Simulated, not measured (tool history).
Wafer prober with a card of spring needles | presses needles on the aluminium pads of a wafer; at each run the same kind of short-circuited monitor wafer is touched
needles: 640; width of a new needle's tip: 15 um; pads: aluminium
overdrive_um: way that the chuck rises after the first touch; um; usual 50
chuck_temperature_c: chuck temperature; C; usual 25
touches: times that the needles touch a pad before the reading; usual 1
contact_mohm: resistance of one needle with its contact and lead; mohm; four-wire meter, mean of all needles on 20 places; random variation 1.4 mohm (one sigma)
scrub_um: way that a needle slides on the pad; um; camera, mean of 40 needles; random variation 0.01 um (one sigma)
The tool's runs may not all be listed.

| run | hour | overdrive_um | chuck_temperature_c | touches | contact_mohm | scrub_um |
|---|---|---|---|---|---|---|
| 1 | 0 | 50 | 25 | 1 | 260 | 11.78 |
|  | 14.4 | tips cleaned on abrasive film |
| 2 | 23.9 | 50 | 25 | 1 | 258 | 11.79 |
|  | 33.7 | tips cleaned on abrasive film |
|  | 53.7 | tips cleaned on abrasive film |
| 3 | 64.2 | 50 | 25 | 1 | 267 | 11.75 |
|  | 72.7 | tips cleaned on abrasive film |
|  | 90.7 | tips cleaned on abrasive film |
| 4 | 92.2 | 62 | 25 | 1 | 163 | 14.56 |
|  | 110 | tips cleaned on abrasive film |
|  | 127.7 | tips cleaned on abrasive film |
| 5 | 129.7 | 49 | 25 | 1 | 189 | 11.45 |
|  | 148.2 | tips cleaned on abrasive film |
| 6 | 153.4 | 49 | 25 | 1 | 252 | 11.44 |
|  | 168.8 | tips cleaned on abrasive film |
|  | 187 | tips cleaned on abrasive film |
| 7 | 193.7 | 50 | 30 | 1 | 258 | 11.65 |
|  | 206.4 | tips cleaned on abrasive film |
|  | 214.7 | height of the first contact set anew |
| 8 | 224 | 50 | 30 | 1 | 286 | 11.81 |
|  | 227.9 | tips cleaned on abrasive film |
|  | 249.4 | tips cleaned on abrasive film |
|  | 268.9 | tips cleaned on abrasive film |
| 9 | 271.4 | 50 | 61 | 1 | 184 | 11.77 |
|  | 287.1 | tips cleaned on abrasive film |
| 10 | 299.9 | 50 | 61 | 1 | 278 | 11.74 |
|  | 306 | tips cleaned on abrasive film |
| 11 | 320.6 | 50 | 61 | 1 | 279 | 11.74 |
|  | 324.8 | tips cleaned on abrasive film |
|  | 342.8 | tips cleaned on abrasive film |
|  | 362.3 | tips cleaned on abrasive film |
| 12 | 368.7 | 50 | 61 | 1 | 250 | 11.7 |
|  | 381.1 | tips cleaned on abrasive film |
|  | 400.5 | tips cleaned on abrasive film |
| 13 | 414.2 | 50 | 61 | 1 | 285 | 11.65 |
|  | 420 | tips cleaned on abrasive film |
|  | 434.2 | height of the first contact set anew |
|  | 440.9 | tips cleaned on abrasive film |
|  | 459 | tips cleaned on abrasive film |
| 14 | 462.6 | 50 | 61 | 1 | 227 | 11.77 |
|  | 479.8 | tips cleaned on abrasive film |
|  | 500 | tips cleaned on abrasive film |
| 15 | 500.9 | 50 | 61 | 1 | 173 | 11.73 |
|  | 519.7 | tips cleaned on abrasive film |
| 16 | 520.5 | 50 | 111 | 1 | 178 | 11.71 |
|  | 538.8 | tips cleaned on abrasive film |
|  | 558.3 | tips cleaned on abrasive film |
| 17 | 564.9 | 39 | 25 | 1 | 339 | 9.1 |
|  | 577.5 | tips cleaned on abrasive film |
|  | 598 | tips cleaned on abrasive film |
| 18 | 608.5 | 55 | 41 | 3 | 170 | 12.86 |
|  | 615.5 | tips cleaned on abrasive film |
|  | 633.7 | tips cleaned on abrasive film |
| 19 | 648.9 | 50 | 78 | 2 | 224 | 11.65 |
|  | 652.3 | tips cleaned on abrasive film |
|  | 657 | height of the first contact set anew |
|  | 670.3 | tips cleaned on abrasive film |
|  | 690.1 | tips cleaned on abrasive film |
| 20 | 695.6 | 50 | 125 | 1 | 248 | 11.76 |
|  | 709.9 | tips cleaned on abrasive film |
|  | 731.1 | tips cleaned on abrasive film |
| 21 | 731.1 | 47 | 48 | 1 | 145 | 11.05 |

Forecast run 22:
|  | 748.6 | tips cleaned on abrasive film |
|  | 766.1 | tips cleaned on abrasive film |
| 22 | 778.3 | 46 | 29 | 3 | ? | ? |

Run 22 gave contact_mohm 197 mohm, scrub_um 10.77 um.
Without the tool's hidden state the same run would have given contact_mohm 130 mohm, scrub_um 10.85 um.

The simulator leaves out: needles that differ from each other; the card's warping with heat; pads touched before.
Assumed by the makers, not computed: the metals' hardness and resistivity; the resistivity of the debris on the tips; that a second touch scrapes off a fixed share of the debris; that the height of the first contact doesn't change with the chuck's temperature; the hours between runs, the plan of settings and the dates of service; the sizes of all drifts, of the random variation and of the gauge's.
